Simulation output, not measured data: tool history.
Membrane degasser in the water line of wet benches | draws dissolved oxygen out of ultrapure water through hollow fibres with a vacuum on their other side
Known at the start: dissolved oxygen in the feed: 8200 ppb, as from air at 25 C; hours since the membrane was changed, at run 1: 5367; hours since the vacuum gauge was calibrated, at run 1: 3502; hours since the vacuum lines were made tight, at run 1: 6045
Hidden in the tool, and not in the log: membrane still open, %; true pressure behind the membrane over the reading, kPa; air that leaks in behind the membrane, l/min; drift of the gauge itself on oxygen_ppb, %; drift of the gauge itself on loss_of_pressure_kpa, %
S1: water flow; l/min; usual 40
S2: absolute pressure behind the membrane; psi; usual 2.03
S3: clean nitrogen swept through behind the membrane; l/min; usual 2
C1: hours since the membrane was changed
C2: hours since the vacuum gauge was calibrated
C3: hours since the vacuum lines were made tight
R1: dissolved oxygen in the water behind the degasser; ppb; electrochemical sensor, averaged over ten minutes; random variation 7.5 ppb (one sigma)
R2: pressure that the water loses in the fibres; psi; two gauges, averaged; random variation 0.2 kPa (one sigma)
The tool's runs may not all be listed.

| run | day | S1 | S2 | S3 | C1 | C2 | C3 | R1 | R2 |
|---|---|---|---|---|---|---|---|---|---|
| 1 | 0 | 40 | 2.03 | 2 | 5367 | 3502 | 6045 | 731.4 | 6.084 |
|  | 1.075 | seals of the vacuum lines changed |
| 2 | 4.038 | 40 | 2.03 | 2.3 | 5462 | 3597 | 71 | 696.2 | 6.048 |
| 3 | 10.125 | 40 | 1.7 | 2 | 5608 | 3743 | 217 | 665.5 | 6.102 |
| 4 | 17.171 | 40 | 1.7 | 2 | 5777 | 3913 | 386 | 671.7 | 6.084 |
| 5 | 20.696 | 40 | 1.7 | 2 | 5862 | 3997 | 471 | 667.7 | 6.105 |
| 6 | 24.867 | 40 | 2.03 | 2 | 5962 | 4097 | 571 | 745.2 | 6.038 |
| 7 | 31.133 | 40 | 2.03 | 2 | 6112 | 4248 | 721 | 744.1 | 6.093 |
| 8 | 35.604 | 40 | 2.03 | 2.76 | 6220 | 4355 | 829 | 646.3 | 6.112 |
| 9 | 42.646 | 40 | 2.03 | 2 | 6389 | 4524 | 998 | 752.1 | 6.07 |
| 10 | 47.179 | 40 | 2.03 | 2 | 6498 | 4633 | 1107 | 741.7 | 6.073 |
| 11 | 50.25 | 40 | 2.03 | 2 | 6571 | 4706 | 1180 | 734.7 | 6.115 |
| 12 | 55.408 | 40 | 2.03 | 1.67 | 6695 | 4830 | 1304 | 820.1 | 6.09 |
| 13 | 58.762 | 40 | 3.36 | 1.67 | 6775 | 4911 | 1384 | 1196.6 | 6.073 |
| 14 | 65.458 | 40 | 2.03 | 3.07 | 6936 | 5071 | 1545 | 625.1 | 6.142 |
|  | 67.829 | vacuum gauge calibrated |
| 15 | 70.683 | 40 | 4.42 | 3.07 | 7061 | 68 | 1670 | 1021.3 | 6.071 |
| 16 | 76.183 | 40 | 2.03 | 2 | 7193 | 201 | 1802 | 748.4 | 6.128 |
| 17 | 82.158 | 40 | 2.52 | 2 | 7337 | 344 | 1946 | 877.6 | 6.15 |
| 18 | 88.046 | 49 | 1.73 | 2.27 | 7478 | 485 | 2087 | 887 | 7.51 |
| 19 | 92.404 | 49 | 1.73 | 2.27 | 7582 | 590 | 2191 | 888.5 | 7.526 |
| 20 | 95.442 | 49 | 1.73 | 2.27 | 7655 | 663 | 2264 | 881.2 | 7.478 |
| 21 | 99.846 | 33 | 1.97 | 3.74 | 7761 | 768 | 2370 | 385.1 | 5.084 |
| 22 | 106.421 | 33 | 1.97 | 3.74 | 7919 | 926 | 2528 | 386.7 | 5.114 |
| 23 | 111.312 | 43 | 2.03 | 2 | 8036 | 1044 | 2645 | 838.1 | 6.601 |
| 24 | 116.921 | 29 | 2.34 | 2 | 8171 | 1178 | 2780 | 513.1 | 4.44 |
| 25 | 120.104 | 39 | 2.51 | 1.58 | 8247 | 1255 | 2856 | 953.4 | 5.996 |
| 26 | 124.212 | 25 | 2.03 | 3.2 | 8346 | 1353 | 2955 | 260.1 | 3.822 |
| 27 | 128.433 | 40 | 3.83 | 2.14 | 8447 | 1454 | 3056 | 1130.3 | 6.184 |
| 28 | 134.612 | 59 | 3.15 | 1.12 | 8595 | 1603 | 3204 | 2102.2 | 9.072 |
| 29 | 140.383 | 45 | 2.03 | 2 | 8734 | 1741 | 3343 | 905.7 | 6.965 |
| 30 | 143.662 | 40 | 4.64 | 2 | 8813 | 1820 | 3422 | 1364 | 6.222 |
| 31 | 150.467 | 40 | 4.64 | 2 | 8976 | 1983 | 3585 | 1403 | 6.18 |

Forecast each of these 4 alternatives for the next run:
| A | 156.471 | 64 | 1.71 | 2 | 9120 | 2127 | 3729 | ? | ? |
| B | 156.471 | 38 | 2.67 | 1.08 | 9120 | 2127 | 3729 | ? | ? |
| C | 156.471 | 62 | 2.18 | 2 | 9120 | 2127 | 3729 | ? | ? |
| D | 156.471 | 42 | 2.03 | 2 | 9120 | 2127 | 3729 | ? | ? |

| run | R1 | R2 |
|---|---|---|
| A | 1371.5 | 9.892 |
| B | 1210.5 | 5.86 |
| C | 1423.7 | 9.581 |
| D | 816.8 | 6.488 |
Without the tool's hidden state the same runs would have given:
| run | R1 | R2 |
|---|---|---|
| A | 1369.1 | 9.687 |
| B | 1209.4 | 5.736 |
| C | 1421.5 | 9.382 |
| D | 815.4 | 6.353 |

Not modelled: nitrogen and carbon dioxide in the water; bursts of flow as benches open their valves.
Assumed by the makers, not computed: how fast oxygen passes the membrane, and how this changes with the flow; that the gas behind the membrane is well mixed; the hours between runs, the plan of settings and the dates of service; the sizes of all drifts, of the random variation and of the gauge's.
